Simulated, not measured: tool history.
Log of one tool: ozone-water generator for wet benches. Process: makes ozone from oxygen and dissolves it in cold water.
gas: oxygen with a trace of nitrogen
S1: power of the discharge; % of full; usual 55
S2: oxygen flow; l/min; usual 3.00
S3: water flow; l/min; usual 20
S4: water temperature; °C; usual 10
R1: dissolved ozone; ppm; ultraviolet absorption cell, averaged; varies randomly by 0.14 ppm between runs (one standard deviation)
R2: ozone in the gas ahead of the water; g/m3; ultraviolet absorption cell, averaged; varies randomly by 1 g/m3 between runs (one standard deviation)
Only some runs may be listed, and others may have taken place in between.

run 1 hour=0.0 | S1=55 S2=3.00 S3=20 S4=10 | R1=14.9 R2=165.1
run 2 hour=103.1 | S1=55 S2=3.00 S3=20 S4=16 | R1=13.9 R2=165.1
run 3 hour=148.1 | S1=55 S2=3.00 S3=20 S4=10 | R1=14.9 R2=166.2
run 4 hour=193.9 | S1=55 S2=3.00 S3=20 S4=10 | R1=15.0 R2=165.6
run 5 hour=301.0 | S1=55 S2=3.00 S3=20 S4=7 | R1=15.2 R2=163.6
run 6 hour=387.4 | S1=55 S2=3.00 S3=20 S4=7 | R1=15.4 R2=164.8
-- hour=397.4 contactor cleaned
run 7 hour=484.4 | S1=55 S2=3.00 S3=20 S4=7 | R1=15.1 R2=163.0
run 8 hour=548.4 | S1=55 S2=3.00 S3=20 S4=7 | R1=14.9 R2=163.0
run 9 hour=644.0 | S1=67 S2=1.71 S3=20 S4=7 | R1=12.4 R2=215.4
run 10 hour=691.7 | S1=69 S2=1.74 S3=30 S4=7 | R1=7.8 R2=216.5
-- hour=797.3 contactor cleaned, once more
run 11 hour=801.6 | S1=93 S2=2.66 S3=20 S4=9 | R1=18.6 R2=223.0
run 12 hour=878.9 | S1=93 S2=2.66 S3=20 S4=9 | R1=18.4 R2=223.3
run 13 hour=977.7 | S1=93 S2=4.02 S3=20 S4=12 | R1=21.2 R2=196.5
run 14 hour=1080.7 | S1=75 S2=3.98 S3=26 S4=15 | R1=13.9 R2=173.4

4 options for the next run, each taken on its own from the tool as it stands now. Forecast them:
run A hour=1184.3 | S1=75 S2=3.98 S3=24 S4=7 | R1=? R2=?
run B hour=1184.3 | S1=67 S2=1.64 S3=20 S4=15 | R1=? R2=?
run C hour=1184.3 | S1=75 S2=3.98 S3=26 S4=10 | R1=? R2=?
run D hour=1184.3 | S1=63 S2=4.59 S3=17 S4=10 | R1=? R2=?

run=A R1=16.5 R2=172.3
run=B R1=11.7 R2=214.5
run=C R1=14.5 R2=173.9
run=D R1=21.4 R2=152.1
With no hidden state in the tool, these same runs would have given:
run=A R1=18.1 R2=187.9
run=B R1=12.7 R2=232.5
run=C R1=15.9 R2=189.5
run=D R1=23.3 R2=164.4

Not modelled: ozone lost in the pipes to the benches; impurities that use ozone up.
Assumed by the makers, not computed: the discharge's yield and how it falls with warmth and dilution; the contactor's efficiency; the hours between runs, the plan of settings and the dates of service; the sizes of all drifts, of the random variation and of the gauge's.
